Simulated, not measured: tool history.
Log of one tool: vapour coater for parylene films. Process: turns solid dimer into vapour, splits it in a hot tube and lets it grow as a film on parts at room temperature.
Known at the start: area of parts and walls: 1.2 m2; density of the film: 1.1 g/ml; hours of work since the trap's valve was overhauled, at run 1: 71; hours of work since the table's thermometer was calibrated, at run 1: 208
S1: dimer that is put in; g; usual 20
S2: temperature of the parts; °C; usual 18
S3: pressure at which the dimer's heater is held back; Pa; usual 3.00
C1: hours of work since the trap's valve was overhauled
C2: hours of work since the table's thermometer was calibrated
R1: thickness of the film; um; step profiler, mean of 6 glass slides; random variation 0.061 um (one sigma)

run 1 hour=0.0 | S1=20 S2=18 S3=3.00 | C1=71 C2=208 | R1=6.93
run 2 hour=65.5 | S1=20 S2=18 S3=3.00 | C1=105 C2=243 | R1=6.81
run 3 hour=154.0 | S1=34 S2=18 S3=3.00 | C1=151 C2=289 | R1=11.34
run 4 hour=230.1 | S1=34 S2=18 S3=3.00 | C1=190 C2=328 | R1=11.15
run 5 hour=296.7 | S1=34 S2=18 S3=4.66 | C1=225 C2=363 | R1=10.67
run 6 hour=345.0 | S1=34 S2=18 S3=4.66 | C1=250 C2=388 | R1=10.51
run 7 hour=382.8 | S1=34 S2=21 S3=4.66 | C1=270 C2=408 | R1=9.96
run 8 hour=448.1 | S1=20 S2=18 S3=3.00 | C1=304 C2=441 | R1=6.17
run 9 hour=511.7 | S1=20 S2=18 S3=3.00 | C1=337 C2=474 | R1=6.13
-- hour=534.7 trap's valve overhauled
run 10 hour=571.5 | S1=20 S2=18 S3=3.00 | C1=19 C2=503 | R1=7.10
run 11 hour=637.6 | S1=20 S2=18 S3=3.00 | C1=53 C2=538 | R1=6.89
run 12 hour=700.9 | S1=20 S2=17 S3=3.00 | C1=86 C2=571 | R1=7.02
run 13 hour=783.2 | S1=20 S2=17 S3=3.00 | C1=129 C2=614 | R1=6.92
run 14 hour=825.6 | S1=20 S2=17 S3=3.00 | C1=151 C2=636 | R1=6.94
run 15 hour=876.4 | S1=20 S2=17 S3=3.00 | C1=178 C2=662 | R1=6.79
run 16 hour=930.4 | S1=20 S2=17 S3=3.00 | C1=206 C2=690 | R1=6.71
run 17 hour=973.8 | S1=20 S2=17 S3=3.00 | C1=228 C2=713 | R1=6.61
run 18 hour=1012.2 | S1=20 S2=17 S3=3.00 | C1=248 C2=733 | R1=6.60
run 19 hour=1077.0 | S1=20 S2=17 S3=3.00 | C1=282 C2=766 | R1=6.45
run 20 hour=1160.3 | S1=20 S2=18 S3=3.38 | C1=325 C2=810 | R1=6.15
-- hour=1206.1 trap's valve overhauled
run 21 hour=1251.6 | S1=20 S2=18 S3=5.66 | C1=24 C2=855 | R1=6.66
run 22 hour=1330.7 | S1=20 S2=18 S3=5.66 | C1=65 C2=896 | R1=6.64
run 23 hour=1406.3 | S1=20 S2=18 S3=5.66 | C1=104 C2=935 | R1=6.53
run 24 hour=1480.1 | S1=20 S2=18 S3=5.66 | C1=142 C2=974 | R1=6.47
run 25 hour=1532.1 | S1=20 S2=18 S3=5.81 | C1=169 C2=1001 | R1=6.43
run 26 hour=1571.5 | S1=14 S2=19 S3=5.61 | C1=190 C2=1021 | R1=4.33
run 27 hour=1610.0 | S1=13 S2=18 S3=3.14 | C1=210 C2=1041 | R1=4.26
run 28 hour=1687.2 | S1=20 S2=11 S3=11.34 | C1=250 C2=1081 | R1=6.77
-- hour=1693.9 table's thermometer calibrated
run 29 hour=1767.6 | S1=17 S2=25 S3=4.48 | C1=291 C2=38 | R1=4.40
run 30 hour=1813.7 | S1=21 S2=25 S3=2.47 | C1=315 C2=62 | R1=5.66
-- hour=1877.5 trap's valve overhauled
run 31 hour=1898.4 | S1=9 S2=17 S3=2.47 | C1=11 C2=104 | R1=3.27
-- hour=1915.0 table's thermometer calibrated, once more
run 32 hour=1968.7 | S1=20 S2=29 S3=3.00 | C1=47 C2=28 | R1=5.54
run 33 hour=2011.8 | S1=14 S2=17 S3=4.05 | C1=69 C2=50 | R1=4.86
run 34 hour=2067.5 | S1=14 S2=17 S3=4.05 | C1=98 C2=79 | R1=4.74
run 35 hour=2134.6 | S1=21 S2=11 S3=6.26 | C1=133 C2=114 | R1=7.78
run 36 hour=2207.8 | S1=20 S2=21 S3=2.84 | C1=171 C2=152 | R1=6.27
run 37 hour=2260.6 | S1=20 S2=21 S3=2.84 | C1=199 C2=180 | R1=6.22
run 38 hour=2349.8 | S1=20 S2=21 S3=2.84 | C1=245 C2=226 | R1=5.95
run 39 hour=2401.3 | S1=20 S2=21 S3=2.84 | C1=272 C2=253 | R1=5.96
run 40 hour=2454.5 | S1=20 S2=14 S3=11.06 | C1=299 C2=280 | R1=6.28
run 41 hour=2527.0 | S1=27 S2=12 S3=3.00 | C1=337 C2=318 | R1=9.42
-- hour=2542.6 trap's valve overhauled
run 42 hour=2606.9 | S1=20 S2=14 S3=3.00 | C1=33 C2=358 | R1=7.66
run 43 hour=2675.4 | S1=20 S2=28 S3=3.00 | C1=69 C2=393 | R1=5.61
run 44 hour=2749.9 | S1=16 S2=12 S3=3.00 | C1=108 C2=432 | R1=6.21
run 45 hour=2804.0 | S1=20 S2=20 S3=3.00 | C1=136 C2=460 | R1=6.44
run 46 hour=2870.7 | S1=20 S2=25 S3=3.00 | C1=171 C2=495 | R1=5.77
run 47 hour=2926.1 | S1=20 S2=25 S3=3.00 | C1=199 C2=524 | R1=5.67
run 48 hour=2966.4 | S1=20 S2=25 S3=3.00 | C1=220 C2=544 | R1=5.54

Hidden state at the last listed run before each entry between runs and at the first one after, where it differs:
Between runs 9 and 10: trap's valve overhauled (hour 534.7)
  vapour lost through the trap's worn valve, %: 13.8 -> 1.3; true temperature of the parts over the reading, C: 0.09 -> 0.1
  measured less the result without the state, R1: -0.99 -> -0.10 um
Between runs 20 and 21: trap's valve overhauled (hour 1206.1)
  vapour lost through the trap's worn valve, %: 12.7 -> 1.4; true temperature of the parts over the reading, C: 0.24 -> 0.26
  measured less the result without the state, R1: -0.93 -> -0.14 um
Between runs 28 and 29: table's thermometer calibrated (hour 1693.9)
  vapour lost through the trap's worn valve, %: 10.1 -> 11.7; true temperature of the parts over the reading, C: 0.37 -> 0.52
  measured less the result without the state, R1: -0.81 -> -0.63 um
Between runs 30 and 31: trap's valve overhauled (hour 1877.5)
  vapour lost through the trap's worn valve, %: 12.5 -> 1.2; true temperature of the parts over the reading, C: 0.53 -> 0.55
  measured less the result without the state, R1: -0.89 -> -0.08 um
Between runs 31 and 32: table's thermometer calibrated, once more (hour 1915.0)
  vapour lost through the trap's worn valve, %: 1.2 -> 2.6; true temperature of the parts over the reading, C: 0.55 -> -0.06
  measured less the result without the state, R1: -0.08 -> -0.15 um
Between runs 41 and 42: trap's valve overhauled (hour 2542.6)
  vapour lost through the trap's worn valve, %: 13.6 -> 1.5; true temperature of the parts over the reading, C: 0.07 -> 0.09
  measured less the result without the state, R1: -1.50 -> -0.14 um

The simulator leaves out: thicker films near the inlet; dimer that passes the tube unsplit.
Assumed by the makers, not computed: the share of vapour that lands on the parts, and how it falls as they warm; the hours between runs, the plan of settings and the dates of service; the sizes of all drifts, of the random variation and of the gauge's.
